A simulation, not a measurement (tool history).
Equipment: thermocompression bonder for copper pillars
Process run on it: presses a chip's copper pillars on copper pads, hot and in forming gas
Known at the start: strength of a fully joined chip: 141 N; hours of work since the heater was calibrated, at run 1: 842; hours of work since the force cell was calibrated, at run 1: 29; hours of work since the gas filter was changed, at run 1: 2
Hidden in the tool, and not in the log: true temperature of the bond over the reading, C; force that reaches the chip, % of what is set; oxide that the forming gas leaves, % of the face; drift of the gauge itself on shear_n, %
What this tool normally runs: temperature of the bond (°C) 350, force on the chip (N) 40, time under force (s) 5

run	hour	temperature of the bond (°C)	force on the chip (N)	time under force (s)	hours of work since the heater was calibrated	hours of work since the force cell was calibrated	hours of work since the gas filter was changed	force that shears a chip off (N)
1	0.0	350	40	5	842	29	2	99.6
2	9.1	350	40	5	846	33	7	99.1
3	28.8	324	40	5	855	42	16	78.3
4	40.5	350	40	5	860	47	21	100.1
5	50.1	350	40	5	865	52	25	99.7
6	59.6	350	40	5	869	56	30	98.9
7	74.1	350	40	5	875	63	36	99.8
8	89.9	346	40	5	883	70	43	96.7
9	101.6	350	40	3	888	75	49	86.1
10	110.2	350	40	3	892	79	53	86.0
11	128.3	350	40	3	900	87	61	86.2
12	146.4	350	40	5	908	96	69	99.1
13	156.5	350	40	5	913	100	74	99.2
14	173.3	350	40	5	921	108	81	99.4
15	191.9	364	40	5	929	116	90	108.3
16	210.3	350	40	5	938	125	98	98.7
17	225.5	350	40	5	944	132	105	98.9
18	237.2	350	40	5	950	137	110	99.1
19	257.2	350	40	5	959	146	120	99.1
20	273.8	350	40	5	966	154	127	98.5
21	294.2	350	40	5	976	163	136	99.0
22	312.2	350	33	5	984	171	145	89.1
23	325.0	350	26	5	990	177	151	76.6
24	335.5	377	49	14	995	182	155	135.0
25	347.0	340	42	14	1000	187	161	117.0
26	364.3	340	42	14	1008	195	168	117.6
27	375.7	359	40	7	1013	200	174	113.4
28	394.0	324	29	5	1021	209	182	62.6
29	406.4	350	40	8	1027	214	188	110.0
30	424.7	343	40	8	1035	222	196	104.9
31	439.2	356	34	9	1042	229	203	108.4
32	456.5	368	39	6	1050	237	210	113.7
33	471.3	369	40	7	1057	244	217	118.3
34	483.7	369	28	14	1062	249	223	117.9
35	502.8	369	28	14	1071	258	232	117.8
36	513.6	369	28	14	1076	263	236	117.4
37	527.7	353	52	6	1082	269	243	115.6
38	538.4	353	52	6	1087	274	248	116.1
39	557.9	324	33	6	1096	283	257	72.5

Alternative continuations, all from the tool just after run 39; predict every row:
A	574.7	352	56	8	1104	291	264	?
B	574.7	350	39	5	1104	291	264	?
C	574.7	357	31	11	1104	291	264	?
D	574.7	371	28	3	1104	291	264	?
E	574.7	333	53	9	1104	291	264	?

run	force that shears a chip off (N)
A	123.4
B	97.2
C	109.8
D	82.8
E	112.5
With no hidden state in the tool, these same runs would have given:
run	force that shears a chip off (N)
A	124.7
B	97.0
C	110.3
D	82.4
E	113.0
